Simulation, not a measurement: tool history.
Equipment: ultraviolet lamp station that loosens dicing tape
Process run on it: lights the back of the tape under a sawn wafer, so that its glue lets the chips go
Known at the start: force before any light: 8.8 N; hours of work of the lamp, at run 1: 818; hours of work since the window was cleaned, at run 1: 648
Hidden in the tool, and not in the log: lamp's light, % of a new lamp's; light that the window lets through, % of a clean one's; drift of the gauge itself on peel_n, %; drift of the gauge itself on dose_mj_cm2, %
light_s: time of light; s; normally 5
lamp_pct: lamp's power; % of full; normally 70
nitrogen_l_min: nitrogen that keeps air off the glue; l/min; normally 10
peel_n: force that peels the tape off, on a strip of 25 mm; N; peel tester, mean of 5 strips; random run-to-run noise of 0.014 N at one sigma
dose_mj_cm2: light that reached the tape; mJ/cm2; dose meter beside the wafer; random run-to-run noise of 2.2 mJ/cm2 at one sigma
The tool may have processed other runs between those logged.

run    hour  light_s  lamp_pct  nitrogen_l_min  hours of work of the lamp  hours of work since the window was cleaned  peel_n  dose_mj_cm2
  1     0.0        5        70              10                        818                                         648   1.624          130
  2    24.1        9        70              10                        833                                         663   0.493          235
  3    66.8        5        88              10                        859                                         689   1.117          158
       79.4  -- window cleaned of glue's vapour
  4   122.7       10        88              10                        893                                          27   0.292          289
  5   173.8        5        75              10                        925                                          58   1.901          122
  6   225.0        5        75              10                        956                                          89   1.982          116
  7   265.0        7        75              10                        980                                         114   1.090          161
  8   290.1        7        75              10                        996                                         129   1.153          160
  9   318.8        7        75               8                       1014                                         147   1.377          159
      321.6  -- window cleaned of glue's vapour, once more
 10   373.2        7        75               8                       1047                                          32   0.710          213
 11   428.2        8        70              10                       1080                                          65   0.529          231
 12   480.6        8        70              10                       1113                                          98   0.568          223
 13   525.3        5        84              10                       1140                                         125   1.124          164
 14   579.6        5        95              10                       1173                                         158   0.874          177
 15   623.9        5        95              10                       1201                                         186   0.945          183
 16   663.8        4        70              10                       1225                                         210   2.249           99
      687.2  -- lamp changed
 17   712.3        5        75              10                         15                                         239   0.681          206
 18   738.6        2        70              10                         32                                         255   3.295           75
 19   766.2        2        70              10                         48                                         272   3.261           78
 20   803.6        2        70              10                         71                                         295   3.316           76
 21   828.3        5        70              10                         87                                         311   0.830          188
 22   858.1        6        74               4                        105                                         329   1.176          231
 23   912.1        9        70              11                        138                                         362   0.201          322
 24   953.5        4        74              10                        164                                         387   1.265          148
 25   995.9        4        74              10                        190                                         413   1.351          147
 26  1050.8        5        67              10                        223                                         447   1.102          163
 27  1078.3        2        67              16                        240                                         464   3.217           67
 28  1129.6        6        84              16                        272                                         496   0.286          239
 29  1181.4        2        84              12                        303                                         527   3.015           78
 30  1215.5        4        77               5                        324                                         548   2.248          142
 31  1255.3        4        74              16                        349                                         573   1.201          137
 32  1293.8        3        66               6                        372                                         596   3.318           91
 33  1319.2        6        70              10                        388                                         612   0.839          185
 34  1341.6        6        70              12                        402                                         626   0.749          180
 35  1375.6        6        70              12                        423                                         647   0.765          185
 36  1413.1        7        80              10                        446                                         670   0.466          237
 37  1443.1        7        80              10                        464                                         688   0.472          239
     1455.4  -- window cleaned of glue's vapour
 38  1487.9        7        80              10                        491                                          20   0.307          285
 39  1542.6        5        72              10                        525                                          54   0.948          180
 40  1584.8        5        72              10                        551                                          79   0.944          176
 41  1639.3        5        98               4                        584                                         113   1.138          232

Here are 3 independent what-if runs from the current tool condition. What would each one return?
  A  1691.6        4        69              10                        616                                         145       ?            ?
  B  1691.6        5        88               5                        616                                         145       ?            ?
  C  1691.6        5        90              10                        616                                         145       ?            ?

run  peel_n  dose_mj_cm2
  A   1.596          130
  B   1.208          210
  C   0.628          211
Had the tool no hidden state, the same runs would have come out as:
run  peel_n  dose_mj_cm2
  A   1.066          162
  B   0.762          262
  C   0.363          264
